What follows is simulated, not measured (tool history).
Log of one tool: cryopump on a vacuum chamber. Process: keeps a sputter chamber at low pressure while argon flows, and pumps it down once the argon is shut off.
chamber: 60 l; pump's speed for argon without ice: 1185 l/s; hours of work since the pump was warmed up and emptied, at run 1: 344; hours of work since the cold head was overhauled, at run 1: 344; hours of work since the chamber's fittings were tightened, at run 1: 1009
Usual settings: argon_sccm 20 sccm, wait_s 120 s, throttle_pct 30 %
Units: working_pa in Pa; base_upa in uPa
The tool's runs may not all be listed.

run	day	argon_sccm	wait_s	throttle_pct	hours of work since the pump was warmed up and emptied	hours of work since the cold head was overhauled	hours of work since the chamber's fittings were tightened	working_pa	base_upa
1	0	20	120	30	344	344	1009	0.0989	1.92
2	1.875	20	120	30	370	370	1035	0.0987	1.89
3	3.679	20	120	39	395	395	1060	0.0764	1.93
4	5.429	20	120	39	419	419	1084	0.0762	1.93
5	6.929	20	120	39	439	439	1104	0.0771	1.91
6	8.554	20	120	30	461	461	1126	0.0998	1.96
7	9.467	20	120	30	474	474	1139	0.1002	2.01
8	11.479	20	120	30	501	501	1167	0.0995	2.04
9	12.533	20	74	30	516	516	1181	0.0991	2.54
# day 14.562: pump warmed up, emptied and cooled again
10	14.742	11	35	30	2	543	1208	0.0525	3.5
11	16.092	22	93	30	21	562	1227	0.1039	2.06
12	17.129	22	93	30	35	576	1241	0.1048	2.16
13	18.896	20	73	48	59	600	1265	0.0604	2.32
14	20.054	27	120	30	75	616	1281	0.1312	1.97
15	21.104	19	286	17	90	630	1296	0.1603	1.58
16	22.6	20	144	39	110	651	1316	0.0743	1.89
17	24.067	20	144	39	130	671	1336	0.0744	1.92
18	25.083	14	24	21	144	685	1350	0.0969	4.83

Forecast each of these 3 alternatives for the next run:
A	26.117	10	251	33	158	699	1364	?	?
B	26.117	10	120	30	158	699	1364	?	?
C	26.117	12	129	21	158	699	1364	?	?

run	working_pa	base_upa
A	0.0433	1.71
B	0.0482	2.11
C	0.0821	1.97
Without the tool's hidden state the same runs would have given:
run	working_pa	base_upa
A	0.0426	0.57
B	0.0475	0.97
C	0.0812	0.85
